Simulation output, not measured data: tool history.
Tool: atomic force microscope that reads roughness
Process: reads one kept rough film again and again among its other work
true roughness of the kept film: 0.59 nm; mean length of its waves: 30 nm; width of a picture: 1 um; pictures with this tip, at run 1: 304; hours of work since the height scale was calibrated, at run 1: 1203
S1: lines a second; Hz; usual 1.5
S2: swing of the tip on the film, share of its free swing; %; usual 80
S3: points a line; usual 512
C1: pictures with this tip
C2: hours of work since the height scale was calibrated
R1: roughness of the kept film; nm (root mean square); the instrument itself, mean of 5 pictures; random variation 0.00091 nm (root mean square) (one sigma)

run    hour    S1  S2    S3   C1    C2      R1
  1       0   1.5  80   512  304  1203  0.5428
       29.9  -- new tip fitted
  2    32.3  3.76  80   512    5  1224  0.5252
  3    76.3  3.76  80   512  102  1253  0.5226
  4   123.4  3.76  80   512  206  1284   0.517
  5   162.6  3.76  80   512  293  1309  0.5135
      198.1  -- new tip fitted
  6   202.4  3.76  80   512    9  1335  0.5232
  7   236.7   1.5  80   512   85  1358  0.5501
  8   259.6   1.5  80   512  135  1373  0.5495
  9   303.5   1.5  80   512  232  1401   0.544
 10   344.7   1.5  80   512  323  1428   0.543
      367.2  -- new tip fitted
 11     389   1.5  80   512   48  1457  0.5527
 12     434   1.5  80   512  148  1487  0.5478
 13   462.6   1.5  80   512  211  1505  0.5454
 14   497.3   1.5  80   512  287  1528   0.543
 15   529.2   1.5  80   512  357  1549  0.5396
      535.8  -- new tip fitted
 16   567.4   1.5  80   512   70  1574  0.5536
 17   592.9   1.5  80   512  126  1591  0.5524
 18   623.9   1.5  80   512  194  1611  0.5485
 19     646   1.5  60   512  243  1625    0.56
 20   666.7   1.5  80   512  289  1639  0.5441
 21   700.5   1.5  65   512  363  1661  0.5525
      703.7  -- new tip fitted
 22   725.4   1.5  65   512   48  1677  0.5675
 23   749.7   1.5  75   512  101  1693  0.5572
 24   793.7   1.5  80   512  198  1722  0.5488
 25   823.4   1.5  80   512  264  1741  0.5449
 26   870.1  3.08  80   512  367  1772  0.5203
      875.1  -- new tip fitted
 27   895.5  3.18  80   512   45  1788  0.5332
 28   918.7  3.18  62   428   96  1804  0.5565
 29   947.5  3.18  62   428  159  1822   0.554
 30     979  3.18  62   428  229  1843   0.552
 31  1016.7  1.36  80   953  312  1868  0.5468
     1043.8  -- new tip fitted
 32  1046.4  2.67  80   823    6  1887  0.5404
 33  1071.1  2.67  80   823   61  1903  0.5392
 34  1117.6  2.67  67   491  163  1934  0.5516
 35  1149.9   1.5  80   376  234  1955  0.5453
 36  1197.6   1.5  76   512  340  1986   0.545
     1211.9  -- new tip fitted
 37    1234  0.94  57   342   49  2010  0.5712
 38  1261.7  2.24  57   308  110  2028  0.5623
 39  1299.6  2.24  57   308  193  2053  0.5586
 40  1338.5   2.2  80   841  279  2078  0.5366
     1380.8  -- new tip fitted
 41  1380.8  3.54  86   297    0  2106  0.5108
 42  1409.3  3.54  86   297   63  2124   0.509
 43  1440.9   1.7  80   512  133  2145  0.5481
 44  1468.7   1.7  80   512  194  2163  0.5467
 45  1513.5  3.04  80  1004  293  2193  0.5269
 46    1542  3.04  80  1004  356  2211  0.5239
     1551.5  -- new tip fitted
 47  1586.9  3.04  80  1004   78  2240  0.5342
 48  1608.7  3.04  80   367  126  2255  0.5307
 49  1630.7   1.5  68   344  175  2269  0.5573
 50  1665.4  1.11  87   344  252  2292  0.5432
 51  1686.9  3.81  63   344  299  2306  0.5432
 52  1710.9  1.22  85   565  352  2322  0.5436

Some steps in R1 between neighbouring runs. How much of each would the tool show without its hidden state too (settings, what came in, random variation), and how much is left for the hidden state, with any gauge scatter that isn't in both results?
The hidden state here: radius of the tip, nm; height scale over the true one, %; drift of the gauge itself on roughness_nm, %.
Run 6 -> 7: S1 3.76 -> 1.5. R1 +0.0269 nm (root mean square): hidden state -0.0026, all else +0.0295.
Run 15 -> 16: new tip fitted. R1 +0.014 nm (root mean square): hidden state +0.0134, all else +0.0006.
Run 21 -> 22: new tip fitted. R1 +0.015 nm (root mean square): hidden state +0.0144, all else +0.0006.
Run 36 -> 37: S1 1.5 -> 0.94, S2 76 -> 57, S3 512 -> 342, new tip fitted. R1 +0.0262 nm (root mean square): hidden state +0.0141, all else +0.0121.
Run 42 -> 43: S1 3.54 -> 1.7, S2 86 -> 80, S3 297 -> 512. R1 +0.0391 nm (root mean square): hidden state -0.0029, all else +0.042.
Run 48 -> 49: S1 3.04 -> 1.5, S2 80 -> 68, S3 367 -> 344. R1 +0.0266 nm (root mean square): hidden state -0.0019, all else +0.0285.
